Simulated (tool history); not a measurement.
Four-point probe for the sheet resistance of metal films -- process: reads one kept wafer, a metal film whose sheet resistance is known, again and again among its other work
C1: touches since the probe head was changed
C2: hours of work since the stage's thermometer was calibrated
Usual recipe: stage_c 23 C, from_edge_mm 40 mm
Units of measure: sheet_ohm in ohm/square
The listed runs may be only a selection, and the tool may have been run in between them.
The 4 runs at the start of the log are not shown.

Run 5, day 16.283: usual settings but from_edge_mm 9 mm; C1 124557; C2 1078. Result: sheet_ohm 0.9656 ohm/square.
Run 6, day 21.446: usual settings; C1 128701; C2 1139. Result: sheet_ohm 0.959739 ohm/square.
Run 7, day 25.246: usual settings; C1 131753; C2 1184. Result: sheet_ohm 0.959715 ohm/square.
Run 8, day 28.192: usual settings; C1 134118; C2 1219. Result: sheet_ohm 0.960147 ohm/square.
Run 9, day 31.621: usual settings but from_edge_mm 8 mm; C1 136869; C2 1259. Result: sheet_ohm 0.967547 ohm/square.
Run 10, day 35.704: usual settings but from_edge_mm 8 mm; C1 140148; C2 1307. Result: sheet_ohm 0.967731 ohm/square.
Run 11, day 37.954: usual settings but from_edge_mm 8 mm; C1 141957; C2 1334. Result: sheet_ohm 0.96769 ohm/square.
Run 12, day 41.45: usual settings; C1 144761; C2 1375. Result: sheet_ohm 0.959896 ohm/square.
Run 13, day 44.438: usual settings; C1 147160; C2 1410. Result: sheet_ohm 0.960448 ohm/square.
Run 14, day 48.908: usual settings but stage_c 28 C; C1 150748; C2 1463. Result: sheet_ohm 0.95855 ohm/square.
Run 15, day 51.608: usual settings; C1 152918; C2 1495. Result: sheet_ohm 0.960249 ohm/square.
Run 16, day 55.042: usual settings; C1 155673; C2 1535. Result: sheet_ohm 0.960286 ohm/square.
At day 55.312: stage's thermometer calibrated.
Run 17, day 59.25: usual settings; C1 159037; C2 46. Result: sheet_ohm 0.960147 ohm/square.
Run 18, day 63.471: usual settings; C1 162424; C2 96. Result: sheet_ohm 0.960092 ohm/square.
Run 19, day 67.104: usual settings; C1 165341; C2 139. Result: sheet_ohm 0.960301 ohm/square.
At day 69.712: stage's thermometer calibrated, once more.
Run 20, day 72.475: usual settings; C1 169636; C2 33. Result: sheet_ohm 0.962684 ohm/square.
Run 21, day 74.671: usual settings but stage_c 25 C; C1 171398; C2 58. Result: sheet_ohm 0.962157 ohm/square.
Run 22, day 78.638: usual settings but stage_c 33 C, from_edge_mm 3 mm; C1 174582; C2 105. Result: sheet_ohm 1.013829 ohm/square.
Run 23, day 81.638: usual settings but stage_c 26 C, from_edge_mm 45 mm; C1 176991; C2 141. Result: sheet_ohm 0.961655 ohm/square.

Expected results for the next run?
Run 24, day 84.754: usual settings but stage_c 26 C, from_edge_mm 45 mm; C1 179493; C2 177. Result: sheet_ohm ?.

{"run 24": {"sheet_ohm": 0.96152}}
The same run, on a tool lacking any hidden state, would have yielded sheet_ohm 0.956092 ohm/square.
